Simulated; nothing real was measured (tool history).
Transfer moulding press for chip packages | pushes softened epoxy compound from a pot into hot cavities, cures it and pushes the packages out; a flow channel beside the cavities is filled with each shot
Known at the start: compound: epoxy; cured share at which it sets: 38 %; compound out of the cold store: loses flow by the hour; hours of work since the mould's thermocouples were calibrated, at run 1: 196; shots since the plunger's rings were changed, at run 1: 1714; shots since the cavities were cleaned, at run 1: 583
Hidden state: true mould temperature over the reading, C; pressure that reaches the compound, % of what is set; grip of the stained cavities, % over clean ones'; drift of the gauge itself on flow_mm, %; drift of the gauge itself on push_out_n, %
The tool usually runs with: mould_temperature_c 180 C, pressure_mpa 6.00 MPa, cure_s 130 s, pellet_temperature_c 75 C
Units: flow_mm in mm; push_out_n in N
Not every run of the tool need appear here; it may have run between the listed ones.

run,hour,mould_temperature_c,pressure_mpa,cure_s,pellet_temperature_c,hours of work since the mould's thermocouples were calibrated,shots since the plunger's rings were changed,shots since the cavities were cleaned,incoming compound's hours out of the cold store,flow_mm,push_out_n
1,0.0,180,6.00,130,75,196,1714,583,28.0,804,390
# hour 8.0: cavities cleaned with cleaning compound and waxed
2,8.7,180,6.00,132,75,202,1793,7,48.0,714,290
3,16.0,180,6.00,130,68,207,1873,87,18.9,845,312
4,29.8,180,6.00,130,75,217,2024,238,42.5,734,354
5,40.9,180,6.00,130,74,225,2145,359,18.0,847,362
6,50.8,180,6.00,130,74,233,2253,467,34.0,769,382
7,64.9,180,6.00,130,75,243,2408,622,10.7,881,429
# hour 68.8: cavities cleaned with cleaning compound and waxed
8,78.3,180,6.00,130,75,252,2537,104,44.4,724,326
# hour 81.1: mould's thermocouples calibrated
9,91.1,180,6.00,130,75,7,2656,223,44.8,724,339
10,106.2,180,4.57,130,75,19,2821,388,25.3,703,386
11,119.0,180,4.57,130,75,28,2961,528,15.0,747,416
12,127.9,180,6.00,130,75,35,3058,625,10.0,886,424
# hour 131.5: cavities cleaned with cleaning compound and waxed
# hour 138.8: mould's thermocouples calibrated, once more
13,138.8,180,6.00,130,75,0,3139,59,46.5,712,312
14,154.6,180,6.00,130,75,12,3311,231,31.9,773,343
15,170.2,180,6.00,130,75,23,3481,401,29.8,780,371
16,179.5,179,6.29,117,75,30,3583,503,28.3,810,430
17,186.3,179,6.29,117,75,35,3658,578,12.3,890,451
# hour 194.5: cavities cleaned with cleaning compound and waxed
18,203.5,174,6.00,130,65,47,3829,98,40.6,757,367
19,216.0,174,6.00,130,65,56,3966,235,9.0,911,434
# hour 221.3: plunger's sealing rings changed
20,233.1,188,5.14,111,80,67,129,394,29.5,717,354
21,247.5,180,6.00,130,75,77,287,552,47.7,726,398
# hour 257.7: cavities cleaned with cleaning compound and waxed
22,261.2,180,5.33,130,75,86,420,38,25.6,774,310
23,273.3,180,5.33,130,75,95,553,171,31.2,747,347
24,280.7,180,7.33,126,75,101,633,251,29.9,886,347
25,292.9,180,7.33,126,71,110,767,385,42.3,825,371
26,302.6,184,5.55,140,81,117,873,491,28.9,757,367
27,316.7,179,6.56,110,76,127,1027,645,22.7,873,487
# hour 319.2: cavities cleaned with cleaning compound and waxed
28,327.5,185,6.95,130,73,134,1128,90,41.2,786,302
29,337.7,185,5.73,126,74,142,1240,202,31.1,755,320

Alternative continuations, all from the tool just after run 29; predict every row:
A,346.4,180,6.00,165,67,148,1335,297,39.6,?,?
B,346.4,176,7.02,130,74,148,1335,297,11.5,?,?
C,346.4,182,6.00,122,67,148,1335,297,33.8,?,?

run,flow_mm,push_out_n
A,753,337
B,982,418
C,774,364
With no hidden state in the tool, these same runs would have given:
run,flow_mm,push_out_n
A,761,276
B,992,336
C,782,296
